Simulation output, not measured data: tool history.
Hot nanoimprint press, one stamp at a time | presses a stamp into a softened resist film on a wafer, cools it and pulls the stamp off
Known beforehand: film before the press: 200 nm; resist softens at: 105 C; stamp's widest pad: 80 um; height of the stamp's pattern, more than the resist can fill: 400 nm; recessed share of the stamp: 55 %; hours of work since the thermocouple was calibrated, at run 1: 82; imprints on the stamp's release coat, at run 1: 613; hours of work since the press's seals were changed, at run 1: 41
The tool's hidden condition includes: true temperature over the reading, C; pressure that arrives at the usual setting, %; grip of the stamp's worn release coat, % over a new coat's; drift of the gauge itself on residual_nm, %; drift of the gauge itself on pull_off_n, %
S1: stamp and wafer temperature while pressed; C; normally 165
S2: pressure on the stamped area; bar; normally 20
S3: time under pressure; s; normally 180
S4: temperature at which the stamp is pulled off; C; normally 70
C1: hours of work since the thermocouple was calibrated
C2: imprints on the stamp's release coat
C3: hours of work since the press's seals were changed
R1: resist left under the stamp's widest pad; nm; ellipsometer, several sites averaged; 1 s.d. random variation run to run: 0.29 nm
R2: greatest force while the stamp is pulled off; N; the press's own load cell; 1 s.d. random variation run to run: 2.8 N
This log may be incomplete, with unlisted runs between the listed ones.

run	hour	S1	S2	S3	S4	C1	C2	C3	R1	R2
1	0	165	20	180	70	82	613	41	103	133
2	5	165	20	180	73	85	634	44	103	133
3	9.9	165	14.3	180	70	89	654	48	116.9	130
4	16.4	165	14.3	180	70	93	681	52	115.3	139
5	24.5	165	20	180	59	98	715	58	103.2	148
6	33.2	165	20	180	70	104	751	63	103.1	134
7	39.1	165	20	180	70	108	776	67	103.3	133
8	46.2	165	18	180	70	113	805	72	107.3	135
9	54.6	165	18	180	70	119	840	78	107.3	129
10	62.2	165	18	180	70	124	872	83	107.6	135
11	69	165	18	180	70	128	900	88	108	135
12	74.2	171	16.9	142	69	132	922	91	97.6	135
13	78.7	171	16.9	142	69	135	941	94	97.5	135
14	86.3	171	20	180	62	140	972	99	83.1	143
15	93.9	167	12.2	181	65	145	1004	104	115.8	138
16	98.2	176	18	181	70	148	1022	107	72.7	132
17	105.7	176	18	181	70	153	1053	112	72.3	133
18	114.8	176	18	181	70	159	1091	118	72.2	133
19	124.3	167	25.8	301	70	166	1131	125	70.3	133
20	131.8	173	12.5	330	64	171	1162	130	74	139
21	141	173	12.5	330	64	177	1200	136	73.9	141

3 ways to go on from here, each from the tool as it stands after run 21. What would each give?
A	149.3	174	20	180	62	182	1235	142	?	?
B	149.3	164	20	334	67	182	1235	142	?	?
C	149.3	165	12.5	330	64	182	1235	142	?	?

run	R1	R2
A	74.8	143
B	85.4	134
C	99.8	133
Without the tool's unlogged condition, the same runs would have read:
run	R1	R2
A	73.9	142
B	84.4	134
C	98.6	132
